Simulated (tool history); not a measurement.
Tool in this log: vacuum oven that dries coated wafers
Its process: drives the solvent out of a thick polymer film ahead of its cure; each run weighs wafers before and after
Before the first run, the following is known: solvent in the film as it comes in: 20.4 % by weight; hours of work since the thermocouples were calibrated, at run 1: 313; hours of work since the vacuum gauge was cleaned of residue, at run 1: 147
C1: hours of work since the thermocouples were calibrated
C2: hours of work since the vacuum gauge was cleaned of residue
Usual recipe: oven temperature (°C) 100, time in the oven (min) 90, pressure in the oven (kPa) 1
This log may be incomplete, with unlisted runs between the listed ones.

Run 1, hour 0: usual settings; C1 313; C2 147. Result: solvent left in the film (%) 1.36.
Run 2, hour 32.6: usual settings; C1 339; C2 172. Result: solvent left in the film (%) 1.35.
Run 3, hour 51.2: usual settings; C1 353; C2 187. Result: solvent left in the film (%) 1.35.
Run 4, hour 75.2: usual settings; C1 372; C2 205. Result: solvent left in the film (%) 1.3.
Run 5, hour 95.8: usual settings; C1 388; C2 221. Result: solvent left in the film (%) 1.32.
Run 6, hour 122.9: usual settings; C1 409; C2 242. Result: solvent left in the film (%) 1.31.
Run 7, hour 143.5: usual settings; C1 425; C2 258. Result: solvent left in the film (%) 1.28.
Run 8, hour 161.9: usual settings; C1 439; C2 273. Result: solvent left in the film (%) 1.35.
Run 9, hour 188.3: usual settings but oven temperature (°C) 102; C1 460; C2 293. Result: solvent left in the film (%) 1.08.
Run 10, hour 221.5: usual settings but oven temperature (°C) 102; C1 486; C2 319. Result: solvent left in the film (%) 1.05.
Run 11, hour 239.9: usual settings but oven temperature (°C) 102; C1 500; C2 333. Result: solvent left in the film (%) 1.12.
Run 12, hour 273.3: usual settings but oven temperature (°C) 86; C1 526; C2 359. Result: solvent left in the film (%) 4.25.
Run 13, hour 291.6: usual settings but oven temperature (°C) 86; C1 540; C2 374. Result: solvent left in the film (%) 4.29.
Run 14, hour 317.8: usual settings but time in the oven (min) 140; C1 560; C2 394. Result: solvent left in the film (%) 0.62.
Run 15, hour 334.3: usual settings but pressure in the oven (kPa) 1.5; C1 573; C2 407. Result: solvent left in the film (%) 1.55.
Run 16, hour 350.7: usual settings; C1 586; C2 419. Result: solvent left in the film (%) 1.34.
Run 17, hour 389.3: usual settings but oven temperature (°C) 110, time in the oven (min) 54, pressure in the oven (kPa) 0.77; C1 616; C2 449. Result: solvent left in the film (%) 1.33.
Run 18, hour 407.5: usual settings but oven temperature (°C) 103, time in the oven (min) 152, pressure in the oven (kPa) 0.59; C1 630; C2 464. Result: solvent left in the film (%) 0.28.
Run 19, hour 443.8: usual settings but time in the oven (min) 67, pressure in the oven (kPa) 1.83; C1 658; C2 492. Result: solvent left in the film (%) 2.59.
Run 20, hour 473.4: usual settings but oven temperature (°C) 113, time in the oven (min) 108, pressure in the oven (kPa) 3.33; C1 681; C2 515. Result: solvent left in the film (%) 0.96.
Run 21, hour 510.5: usual settings but oven temperature (°C) 113, time in the oven (min) 108, pressure in the oven (kPa) 3.33; C1 710; C2 544. Result: solvent left in the film (%) 0.95.
Run 22, hour 533.7: usual settings but oven temperature (°C) 113, time in the oven (min) 108, pressure in the oven (kPa) 3.33; C1 728; C2 562. Result: solvent left in the film (%) 0.96.
Run 23, hour 559.9: usual settings but oven temperature (°C) 113, time in the oven (min) 108, pressure in the oven (kPa) 3.33; C1 749; C2 582. Result: solvent left in the film (%) 0.99.
Run 24, hour 590.6: usual settings but time in the oven (min) 126, pressure in the oven (kPa) 0.62; C1 772; C2 606. Result: solvent left in the film (%) 0.55.
Run 25, hour 610.9: usual settings but time in the oven (min) 126, pressure in the oven (kPa) 0.62; C1 788; C2 622. Result: solvent left in the film (%) 0.56.
At hour 625.7: oven's thermocouples calibrated.
Run 26, hour 634.9: usual settings but time in the oven (min) 54, pressure in the oven (kPa) 1.46; C1 7; C2 639. Result: solvent left in the film (%) 3.5.
Run 27, hour 669.4: usual settings but oven temperature (°C) 99, time in the oven (min) 152; C1 34; C2 666. Result: solvent left in the film (%) 0.62.
Run 28, hour 690.9: usual settings but oven temperature (°C) 92, time in the oven (min) 87, pressure in the oven (kPa) 3.39; C1 51; C2 682. Result: solvent left in the film (%) 4.15.
Run 29, hour 724.5: usual settings but oven temperature (°C) 92, time in the oven (min) 87, pressure in the oven (kPa) 3.39; C1 77; C2 708. Result: solvent left in the film (%) 4.19.
Run 30, hour 741.6: usual settings but time in the oven (min) 58, pressure in the oven (kPa) 0.55; C1 90; C2 722. Result: solvent left in the film (%) 2.75.
Run 31, hour 757.5: usual settings but oven temperature (°C) 102, time in the oven (min) 88, pressure in the oven (kPa) 1.01; C1 102; C2 734. Result: solvent left in the film (%) 1.17.
Run 32, hour 782.4: usual settings but oven temperature (°C) 95, time in the oven (min) 84, pressure in the oven (kPa) 0.65; C1 122; C2 753. Result: solvent left in the film (%) 2.25.

4 options for the next run, each taken on its own from the tool as it stands now. Forecast them:
Run A, hour 798.9: usual settings but oven temperature (°C) 95, time in the oven (min) 75, pressure in the oven (kPa) 0.65; C1 135; C2 766. Result: solvent left in the film (%) ?.
Run B, hour 798.9: usual settings but oven temperature (°C) 103, time in the oven (min) 100, pressure in the oven (kPa) 1.26; C1 135; C2 766. Result: solvent left in the film (%) ?.
Run C, hour 798.9: usual settings but oven temperature (°C) 104; C1 135; C2 766. Result: solvent left in the film (%) ?.
Run D, hour 798.9: usual settings but oven temperature (°C) 88, time in the oven (min) 112, pressure in the oven (kPa) 1.06; C1 135; C2 766. Result: solvent left in the film (%) ?.

run  solvent left in the film (%)
  A                          2.78
  B                          0.91
  C                          0.91
  D                          2.79
With the hidden condition removed and each run's random variation left untouched, the same runs would have given:
run  solvent left in the film (%)
  A                          2.78
  B                          0.91
  C                          0.91
  D                          2.79

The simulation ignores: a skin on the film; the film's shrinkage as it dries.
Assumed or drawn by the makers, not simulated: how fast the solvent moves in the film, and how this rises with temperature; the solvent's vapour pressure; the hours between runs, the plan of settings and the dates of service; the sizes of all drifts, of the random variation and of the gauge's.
